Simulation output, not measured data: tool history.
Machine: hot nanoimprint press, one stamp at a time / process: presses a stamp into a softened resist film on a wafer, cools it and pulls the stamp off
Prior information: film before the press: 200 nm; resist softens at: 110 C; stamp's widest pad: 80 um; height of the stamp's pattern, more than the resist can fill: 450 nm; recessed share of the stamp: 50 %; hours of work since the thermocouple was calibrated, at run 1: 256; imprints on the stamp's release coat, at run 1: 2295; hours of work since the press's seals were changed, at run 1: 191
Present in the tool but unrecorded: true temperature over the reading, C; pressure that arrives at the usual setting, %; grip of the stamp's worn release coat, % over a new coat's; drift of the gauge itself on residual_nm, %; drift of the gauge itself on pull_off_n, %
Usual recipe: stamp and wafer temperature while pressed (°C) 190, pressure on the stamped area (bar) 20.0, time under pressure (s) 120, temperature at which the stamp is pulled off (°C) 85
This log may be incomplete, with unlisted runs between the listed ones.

run,hour,stamp and wafer temperature while pressed (°C),pressure on the stamped area (bar),time under pressure (s),temperature at which the stamp is pulled off (°C),hours of work since the thermocouple was calibrated,imprints on the stamp's release coat,hours of work since the press's seals were changed,resist left under the stamp's widest pad (angstrom),greatest force while the stamp is pulled off (N)
1,0.0,190,20.0,120,85,256,2295,191,1040,136
2,10.9,190,20.0,120,85,264,2335,198,1041,138
3,25.9,190,20.0,120,85,273,2390,208,1043,137
# hour 44.1: stamp cleaned and given a new release coat
4,51.4,190,20.0,120,85,286,27,220,1044,137
5,72.2,190,20.0,120,85,299,103,234,1046,132
6,92.4,190,20.0,120,80,312,177,247,1045,139
7,113.7,190,20.0,120,85,326,255,260,1047,131
8,125.9,190,20.0,120,85,334,300,268,1048,133
9,150.0,190,20.0,120,85,349,388,284,1048,136
10,169.5,190,20.0,120,85,362,459,296,1050,135
11,191.7,190,20.0,120,85,376,541,311,1050,134
12,202.5,190,20.0,120,85,383,581,318,1053,135
13,223.6,190,20.0,120,85,396,658,331,1052,131
14,243.7,190,20.0,120,85,409,732,344,1052,134
15,262.5,190,20.0,120,85,422,801,356,1054,134
16,282.7,180,20.0,100,80,435,875,369,1460,138
17,303.2,180,20.0,100,80,448,950,382,1463,143
18,318.9,180,20.0,100,80,458,1007,393,1460,140
19,342.4,180,31.9,108,77,473,1094,408,1196,143
# hour 345.2: gauge calibrated
20,360.6,183,20.0,130,85,485,1160,419,1247,129
21,375.5,183,20.0,130,85,494,1215,429,1249,135
22,396.3,183,20.0,130,85,508,1291,442,1252,132
23,413.3,183,20.0,130,85,519,1353,453,1252,133
24,433.4,185,25.6,120,85,531,1427,466,1081,135
25,452.4,180,20.0,120,72,544,1497,478,1387,148
26,467.9,179,20.0,222,81,554,1554,488,1213,143
# hour 494.7: plate thermocouple calibrated
27,494.8,190,20.0,133,85,0,1641,504,1016,133
28,508.9,178,26.7,120,82,9,1693,513,1316,139
29,532.0,193,13.5,63,83,24,1778,528,1385,137
30,547.9,194,13.5,68,72,34,1836,538,1327,151

Across each entry between runs, compare the hidden state at the last listed run before it with the hidden state at the first listed run after it:
Runs 3 to 4: stamp cleaned and given a new release coat (hour 44.1)
  grip of the stamp's worn release coat, % over a new coat's: 1 -> 0; drift of the gauge itself on residual_nm, %: 0.13 -> 0.22
  what was measured, less what the result would be without the hidden state, resist left under the stamp's widest pad (angstrom): +1 -> +2
Runs 19 to 20: gauge calibrated (hour 345.2)
  drift of the gauge itself on residual_nm, %: 1.66 -> 0.08
  what was measured, less what the result would be without the hidden state, resist left under the stamp's widest pad (angstrom): +19 -> +0
Runs 26 to 27: plate thermocouple calibrated (hour 494.7)
  true temperature over the reading, C: 0.04 -> 0; drift of the gauge itself on residual_nm, %: 0.61 -> 0.73
  what was measured, less what the result would be without the hidden state, resist left under the stamp's widest pad (angstrom): +7 -> +8

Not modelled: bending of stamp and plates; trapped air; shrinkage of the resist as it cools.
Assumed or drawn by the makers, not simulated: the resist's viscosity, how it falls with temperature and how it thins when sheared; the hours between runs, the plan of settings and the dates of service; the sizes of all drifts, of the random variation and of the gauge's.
